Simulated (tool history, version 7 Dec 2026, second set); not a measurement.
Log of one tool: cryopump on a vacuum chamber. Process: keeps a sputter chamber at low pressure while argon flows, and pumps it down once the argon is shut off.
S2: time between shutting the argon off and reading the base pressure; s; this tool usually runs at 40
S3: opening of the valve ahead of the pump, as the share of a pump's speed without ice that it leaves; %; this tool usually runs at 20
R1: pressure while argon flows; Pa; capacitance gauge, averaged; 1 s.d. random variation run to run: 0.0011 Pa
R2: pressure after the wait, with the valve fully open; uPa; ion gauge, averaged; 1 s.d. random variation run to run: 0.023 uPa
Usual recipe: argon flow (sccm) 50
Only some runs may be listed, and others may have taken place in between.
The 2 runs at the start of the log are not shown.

{"run": 3, "hour": 27.5, "argon flow (sccm)": 50, "S2": 40, "S3": 24, "R1": 0.1959, "R2": 1.2}
{"run": 4, "hour": 50.7, "argon flow (sccm)": 50, "S2": 40, "S3": 59, "R1": 0.0819, "R2": 1.24}
{"run": 5, "hour": 69.5, "argon flow (sccm)": 50, "S2": 40, "S3": 59, "R1": 0.082, "R2": 1.28}
{"run": 6, "hour": 80.6, "argon flow (sccm)": 22, "S2": 40, "S3": 20, "R1": 0.103, "R2": 1.27}
{"run": 7, "hour": 103.9, "argon flow (sccm)": 50, "S2": 20, "S3": 20, "R1": 0.2382, "R2": 1.98}
{"run": 8, "hour": 116.8, "argon flow (sccm)": 50, "S2": 40, "S3": 59, "R1": 0.0813, "R2": 1.38}
{"run": 9, "hour": 133.3, "argon flow (sccm)": 50, "S2": 40, "S3": 59, "R1": 0.0836, "R2": 1.37}
{"run": 10, "hour": 155.6, "argon flow (sccm)": 50, "S2": 40, "S3": 59, "R1": 0.0825, "R2": 1.39}
{"run": 11, "hour": 166.0, "argon flow (sccm)": 50, "S2": 282, "S3": 20, "R1": 0.235, "R2": 0.92}
{"run": 12, "hour": 188.2, "argon flow (sccm)": 86, "S2": 282, "S3": 20, "R1": 0.4072, "R2": 0.96}
{"run": 13, "hour": 201.9, "argon flow (sccm)": 50, "S2": 160, "S3": 20, "R1": 0.2357, "R2": 1.03}
{"run": 14, "hour": 216.0, "argon flow (sccm)": 50, "S2": 40, "S3": 20, "R1": 0.2361, "R2": 1.49}
{"run": 15, "hour": 230.3, "argon flow (sccm)": 83, "S2": 40, "S3": 20, "R1": 0.3944, "R2": 1.53}
{"run": 16, "hour": 244.2, "argon flow (sccm)": 50, "S2": 40, "S3": 40, "R1": 0.1207, "R2": 1.56}
{"run": 17, "hour": 257.9, "argon flow (sccm)": 50, "S2": 40, "S3": 40, "R1": 0.1208, "R2": 1.51}

Run 18 is up next; what results do you expect?
{"run": 18, "hour": 271.6, "argon flow (sccm)": 50, "S2": 40, "S3": 40, "R1": "?", "R2": "?"}

R1: 0.1211 Pa
R2: 1.59 uPa
Had the tool carried no hidden state, the very same run would have given R1 0.1158 Pa, R2 0.79 uPa.

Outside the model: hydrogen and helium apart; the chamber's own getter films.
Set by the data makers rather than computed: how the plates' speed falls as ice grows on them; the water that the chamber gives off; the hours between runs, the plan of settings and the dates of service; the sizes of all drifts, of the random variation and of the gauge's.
